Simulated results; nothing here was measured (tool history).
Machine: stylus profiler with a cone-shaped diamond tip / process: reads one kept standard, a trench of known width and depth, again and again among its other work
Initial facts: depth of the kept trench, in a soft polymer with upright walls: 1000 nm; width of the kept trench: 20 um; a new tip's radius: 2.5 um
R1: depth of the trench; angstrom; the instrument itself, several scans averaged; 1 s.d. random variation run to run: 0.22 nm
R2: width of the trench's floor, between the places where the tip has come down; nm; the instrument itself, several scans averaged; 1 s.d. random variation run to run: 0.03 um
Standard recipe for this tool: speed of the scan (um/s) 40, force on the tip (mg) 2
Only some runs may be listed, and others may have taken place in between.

{"run": 1, "hour": 0.0, "speed of the scan (um/s)": 40, "force on the tip (mg)": 2, "R1": 10061.3, "R2": 15600}
{"run": 2, "hour": 34.5, "speed of the scan (um/s)": 12, "force on the tip (mg)": 2, "R1": 10063.3, "R2": 15720}
{"run": 3, "hour": 103.3, "speed of the scan (um/s)": 65, "force on the tip (mg)": 2, "R1": 10065.4, "R2": 15340}
{"run": 4, "hour": 169.4, "speed of the scan (um/s)": 13, "force on the tip (mg)": 2, "R1": 10063.4, "R2": 15510}
{"run": 5, "hour": 198.7, "speed of the scan (um/s)": 40, "force on the tip (mg)": 2, "R1": 10067.7, "R2": 15330}
{"run": 6, "hour": 231.1, "speed of the scan (um/s)": 40, "force on the tip (mg)": 0.8, "R1": 10039.3, "R2": 15170}
{"run": 7, "hour": 299.4, "speed of the scan (um/s)": 24, "force on the tip (mg)": 0.8, "R1": 10037.1, "R2": 15190}
{"hour": 306.5, "done": "height scale calibrated on a step standard"}
{"run": 8, "hour": 343.5, "speed of the scan (um/s)": 21, "force on the tip (mg)": 5.09, "R1": 10128.3, "R2": 15240}
{"run": 9, "hour": 401.8, "speed of the scan (um/s)": 35, "force on the tip (mg)": 3.96, "R1": 10110.6, "R2": 15090}
{"run": 10, "hour": 434.3, "speed of the scan (um/s)": 61, "force on the tip (mg)": 4.83, "R1": 10129.4, "R2": 14960}
{"run": 11, "hour": 496.8, "speed of the scan (um/s)": 40, "force on the tip (mg)": 0.99, "R1": 10050.4, "R2": 14810}
{"run": 12, "hour": 546.7, "speed of the scan (um/s)": 35, "force on the tip (mg)": 1.34, "R1": 10058.2, "R2": 14850}

4 options for the next run, each taken on its own from the tool as it stands now. Forecast them:
{"hour": 584.2, "done": "height scale calibrated on a step standard, once more"}
{"run": "A", "hour": 603.1, "speed of the scan (um/s)": 33, "force on the tip (mg)": 2, "R1": "?", "R2": "?"}
{"hour": 584.2, "done": "height scale calibrated on a step standard, once more"}
{"run": "B", "hour": 603.1, "speed of the scan (um/s)": 16, "force on the tip (mg)": 2.91, "R1": "?", "R2": "?"}
{"hour": 584.2, "done": "height scale calibrated on a step standard, once more"}
{"run": "C", "hour": 603.1, "speed of the scan (um/s)": 61, "force on the tip (mg)": 0.94, "R1": "?", "R2": "?"}
{"hour": 584.2, "done": "height scale calibrated on a step standard, once more"}
{"run": "D", "hour": 603.1, "speed of the scan (um/s)": 91, "force on the tip (mg)": 1.2, "R1": "?", "R2": "?"}

run=A R1=10071.9 R2=14790
run=B R1=10091.3 R2=14850
run=C R1=10044.2 R2=14490
run=D R1=10053.8 R2=14400
Had the tool no hidden state, the same runs would have come out as:
run=A R1=10067.3 R2=15860
run=B R1=10086.8 R2=15920
run=C R1=10039.6 R2=15560
run=D R1=10049.2 R2=15470

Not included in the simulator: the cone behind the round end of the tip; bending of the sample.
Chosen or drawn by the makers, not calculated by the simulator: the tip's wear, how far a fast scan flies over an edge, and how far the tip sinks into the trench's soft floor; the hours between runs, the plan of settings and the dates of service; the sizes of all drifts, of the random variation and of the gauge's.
